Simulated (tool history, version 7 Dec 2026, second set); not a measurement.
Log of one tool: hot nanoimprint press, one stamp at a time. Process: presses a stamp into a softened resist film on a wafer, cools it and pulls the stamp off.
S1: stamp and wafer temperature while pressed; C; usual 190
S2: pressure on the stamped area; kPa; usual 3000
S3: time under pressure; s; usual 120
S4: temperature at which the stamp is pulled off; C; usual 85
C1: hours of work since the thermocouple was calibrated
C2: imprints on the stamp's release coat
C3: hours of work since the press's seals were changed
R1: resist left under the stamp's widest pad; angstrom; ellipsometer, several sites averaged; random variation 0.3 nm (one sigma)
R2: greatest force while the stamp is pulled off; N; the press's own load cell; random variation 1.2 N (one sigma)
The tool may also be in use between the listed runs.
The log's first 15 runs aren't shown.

{"run": 16, "hour": 139.5, "S1": 185, "S2": 2190, "S3": 137, "S4": 83, "C1": 15, "C2": 365, "C3": 369, "R1": 2563, "R2": 160}
{"run": 17, "hour": 144.6, "S1": 194, "S2": 3000, "S3": 120, "S4": 86, "C1": 18, "C2": 387, "C3": 372, "R1": 1700, "R2": 151}
{"run": 18, "hour": 154.7, "S1": 194, "S2": 3000, "S3": 120, "S4": 86, "C1": 25, "C2": 430, "C3": 379, "R1": 1692, "R2": 152}
{"run": 19, "hour": 159.9, "S1": 194, "S2": 3000, "S3": 120, "S4": 86, "C1": 28, "C2": 453, "C3": 382, "R1": 1690, "R2": 153}
{"run": 20, "hour": 171.9, "S1": 202, "S2": 2420, "S3": 120, "S4": 93, "C1": 36, "C2": 504, "C3": 390, "R1": 1408, "R2": 128}
{"run": 21, "hour": 177.0, "S1": 202, "S2": 2420, "S3": 120, "S4": 93, "C1": 39, "C2": 526, "C3": 393, "R1": 1402, "R2": 130}
{"run": 22, "hour": 182.4, "S1": 202, "S2": 2420, "S3": 117, "S4": 93, "C1": 42, "C2": 549, "C3": 397, "R1": 1422, "R2": 132}
{"run": 23, "hour": 192.4, "S1": 202, "S2": 2320, "S3": 117, "S4": 83, "C1": 49, "C2": 592, "C3": 403, "R1": 1451, "R2": 167}
{"run": 24, "hour": 202.8, "S1": 202, "S2": 3940, "S3": 62, "S4": 75, "C1": 56, "C2": 636, "C3": 410, "R1": 1486, "R2": 200}
{"run": 25, "hour": 212.8, "S1": 202, "S2": 3940, "S3": 62, "S4": 75, "C1": 62, "C2": 679, "C3": 416, "R1": 1489, "R2": 198}
{"run": 26, "hour": 222.2, "S1": 202, "S2": 3940, "S3": 62, "S4": 75, "C1": 68, "C2": 720, "C3": 422, "R1": 1492, "R2": 203}
{"run": 27, "hour": 232.2, "S1": 202, "S2": 3940, "S3": 62, "S4": 75, "C1": 74, "C2": 762, "C3": 429, "R1": 1486, "R2": 204}
{"run": 28, "hour": 242.8, "S1": 183, "S2": 2280, "S3": 165, "S4": 71, "C1": 81, "C2": 808, "C3": 436, "R1": 2526, "R2": 221}
{"run": 29, "hour": 250.5, "S1": 183, "S2": 2280, "S3": 165, "S4": 71, "C1": 86, "C2": 841, "C3": 441, "R1": 2524, "R2": 221}
{"run": 30, "hour": 258.4, "S1": 190, "S2": 2740, "S3": 120, "S4": 85, "C1": 91, "C2": 875, "C3": 446, "R1": 2043, "R2": 168}

3 ways to go on from here, each from the tool as it stands after run 30. What would each give?
{"run": "A", "hour": 263.6, "S1": 190, "S2": 3000, "S3": 93, "S4": 85, "C1": 95, "C2": 897, "C3": 449, "R1": "?", "R2": "?"}
{"run": "B", "hour": 263.6, "S1": 191, "S2": 3000, "S3": 120, "S4": 87, "C1": 95, "C2": 897, "C3": 449, "R1": "?", "R2": "?"}
{"run": "C", "hour": 263.6, "S1": 190, "S2": 2740, "S3": 126, "S4": 83, "C1": 95, "C2": 897, "C3": 449, "R1": "?", "R2": "?"}

run=A R1=2172 R2=169
run=B R1=1889 R2=164
run=C R1=2004 R2=175
Without the tool's hidden state the same runs would have given:
run=A R1=2175 R2=144
run=B R1=1891 R2=139
run=C R1=2009 R2=148
